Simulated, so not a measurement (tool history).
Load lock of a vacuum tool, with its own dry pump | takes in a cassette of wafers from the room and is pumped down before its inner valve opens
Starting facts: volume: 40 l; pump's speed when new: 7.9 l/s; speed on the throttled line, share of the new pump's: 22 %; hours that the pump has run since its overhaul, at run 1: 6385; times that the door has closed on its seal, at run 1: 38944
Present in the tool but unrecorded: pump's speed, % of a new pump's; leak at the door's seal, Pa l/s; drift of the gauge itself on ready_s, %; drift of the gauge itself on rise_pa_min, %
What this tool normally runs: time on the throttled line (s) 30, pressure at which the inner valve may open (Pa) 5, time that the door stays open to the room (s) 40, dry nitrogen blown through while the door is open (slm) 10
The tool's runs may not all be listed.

run,hour,time on the throttled line (s),pressure at which the inner valve may open (Pa),time that the door stays open to the room (s),dry nitrogen blown through while the door is open (slm),hours that the pump has run since its overhaul,times that the door has closed on its seal,"incoming humidity of the room's air, %",time from the closed door until the inner valve may open (s),rise of the pressure with all valves shut (Pa/min)
1,0.0,30,5,40,10,6385,38944,45.1,78.3,0.145
2,113.8,30,5,40,10,6499,39263,41.9,78.2,0.149
3,267.9,30,5,40,10,6653,39696,41.1,78.5,0.148
4,376.1,30,5,89,10,6761,39999,43.6,77.6,0.171
5,464.3,41,5,40,10,6849,40247,43.0,87.1,0.150
6,602.3,41,5,40,10,6987,40634,45.9,87.6,0.153
7,703.1,30,5,40,29,7088,40917,44.0,78.4,0.142
8,779.0,30,5,40,29,7164,41130,45.6,78.3,0.145
9,923.6,30,5,40,29,7308,41536,46.5,78.1,0.148
10,1073.9,60,9,145,13,7459,41958,45.3,96.7,0.189
11,1169.0,30,5,28,10,7554,42225,49.7,78.8,0.159
12,1301.3,30,4,111,10,7686,42596,45.1,80.8,0.189
13,1459.8,55,4,36,4,7845,43041,43.8,99.6,0.164

Predict the results of run 14:
14,1551.1,55,5,56,10,7936,43297,46.4,?,?

{"run 14": {"time from the closed door until the inner valve may open (s)": 98.7, "rise of the pressure with all valves shut (Pa/min)": 0.172}}
With the hidden condition absent and the run-to-run variation left alone, this run would have shown time from the closed door until the inner valve may open (s) 94.3, rise of the pressure with all valves shut (Pa/min) 0.055.
